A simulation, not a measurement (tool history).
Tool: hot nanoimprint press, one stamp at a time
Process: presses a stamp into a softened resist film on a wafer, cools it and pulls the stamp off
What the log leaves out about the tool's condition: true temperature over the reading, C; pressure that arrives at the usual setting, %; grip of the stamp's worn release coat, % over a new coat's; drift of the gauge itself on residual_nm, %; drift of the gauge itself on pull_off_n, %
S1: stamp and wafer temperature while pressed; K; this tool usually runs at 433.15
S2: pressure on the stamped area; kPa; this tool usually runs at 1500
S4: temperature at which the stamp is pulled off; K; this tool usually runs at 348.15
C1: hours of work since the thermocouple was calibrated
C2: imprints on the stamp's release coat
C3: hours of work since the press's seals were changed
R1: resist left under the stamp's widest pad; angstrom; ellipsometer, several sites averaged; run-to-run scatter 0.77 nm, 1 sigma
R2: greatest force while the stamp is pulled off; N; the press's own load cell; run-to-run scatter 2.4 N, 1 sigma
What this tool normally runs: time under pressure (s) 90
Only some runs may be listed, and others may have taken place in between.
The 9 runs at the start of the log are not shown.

run 10 day=9.850 | S1=433.15 S2=1500 time_under_pressure_(s)=90 S4=348.15 | C1=166 C2=1595 C3=728 | R1=1065 R2=108
run 11 day=11.142 | S1=433.15 S2=1500 time_under_pressure_(s)=90 S4=348.15 | C1=188 C2=1690 C3=750 | R1=1051 R2=106
run 12 day=12.542 | S1=433.15 S2=1500 time_under_pressure_(s)=90 S4=348.15 | C1=212 C2=1793 C3=773 | R1=1059 R2=107
run 13 day=13.367 | S1=433.15 S2=1500 time_under_pressure_(s)=90 S4=348.15 | C1=226 C2=1854 C3=787 | R1=1058 R2=112
run 14 day=14.788 | S1=433.15 S2=1500 time_under_pressure_(s)=147 S4=348.15 | C1=250 C2=1959 C3=811 | R1=898 R2=110
-- day=15.654 plate thermocouple calibrated
run 15 day=15.767 | S1=433.15 S2=1500 time_under_pressure_(s)=90 S4=341.15 | C1=2 C2=2022 C3=826 | R1=1062 R2=121
run 16 day=17.025 | S1=433.15 S2=1500 time_under_pressure_(s)=90 S4=341.15 | C1=23 C2=2115 C3=847 | R1=1075 R2=119
run 17 day=18.058 | S1=433.15 S2=1500 time_under_pressure_(s)=89 S4=348.15 | C1=41 C2=2191 C3=864 | R1=1077 R2=109
run 18 day=19.108 | S1=433.15 S2=1500 time_under_pressure_(s)=89 S4=348.15 | C1=58 C2=2269 C3=882 | R1=1069 R2=109
run 19 day=20.175 | S1=429.15 S2=1370 time_under_pressure_(s)=76 S4=349.15 | C1=76 C2=2348 C3=900 | R1=1320 R2=107
run 20 day=20.883 | S1=429.15 S2=1550 time_under_pressure_(s)=76 S4=338.15 | C1=88 C2=2400 C3=912 | R1=1245 R2=120
-- day=21.271 stamp cleaned and given a new release coat
run 21 day=22.300 | S1=429.15 S2=1550 time_under_pressure_(s)=54 S4=338.15 | C1=108 C2=76 C3=932 | R1=1369 R2=121
run 22 day=23.588 | S1=429.15 S2=1550 time_under_pressure_(s)=54 S4=338.15 | C1=130 C2=171 C3=953 | R1=1374 R2=117
run 23 day=24.417 | S1=429.15 S2=1550 time_under_pressure_(s)=80 S4=353.15 | C1=144 C2=232 C3=968 | R1=1236 R2=100
run 24 day=25.567 | S1=429.15 S2=1010 time_under_pressure_(s)=69 S4=353.15 | C1=163 C2=317 C3=987 | R1=1466 R2=97
run 25 day=26.908 | S1=440.15 S2=1010 time_under_pressure_(s)=69 S4=354.15 | C1=186 C2=416 C3=1010 | R1=1102 R2=102
run 26 day=27.912 | S1=434.15 S2=1500 time_under_pressure_(s)=74 S4=350.15 | C1=203 C2=490 C3=1026 | R1=1087 R2=103
run 27 day=28.925 | S1=428.15 S2=1500 time_under_pressure_(s)=90 S4=352.15 | C1=220 C2=565 C3=1044 | R1=1247 R2=105
run 28 day=29.838 | S1=428.15 S2=1500 time_under_pressure_(s)=90 S4=352.15 | C1=235 C2=632 C3=1059 | R1=1245 R2=105
run 29 day=31.017 | S1=428.15 S2=1500 time_under_pressure_(s)=90 S4=352.15 | C1=255 C2=719 C3=1079 | R1=1251 R2=103
-- day=31.542 plate thermocouple calibrated
run 30 day=32.188 | S1=428.15 S2=1640 time_under_pressure_(s)=61 S4=352.15 | C1=11 C2=797 C3=1097 | R1=1331 R2=101
run 31 day=33.500 | S1=444.15 S2=2340 time_under_pressure_(s)=179 S4=354.15 | C1=33 C2=894 C3=1119 | R1=442 R2=100

Branching from run 31: 3 alternative next runs. What would each branch give?
run A day=34.758 | S1=444.15 S2=960 time_under_pressure_(s)=162 S4=343.15 | C1=54 C2=987 C3=1140 | R1=? R2=?
run B day=34.758 | S1=433.15 S2=1880 time_under_pressure_(s)=73 S4=336.15 | C1=54 C2=987 C3=1140 | R1=? R2=?
run C day=34.758 | S1=423.15 S2=1930 time_under_pressure_(s)=90 S4=348.15 | C1=54 C2=987 C3=1140 | R1=? R2=?

run=A R1=736 R2=113
run=B R1=1045 R2=118
run=C R1=1330 R2=110
With no hidden state in the tool, these same runs would have given:
run=A R1=735 R2=112
run=B R1=1043 R2=117
run=C R1=1328 R2=109
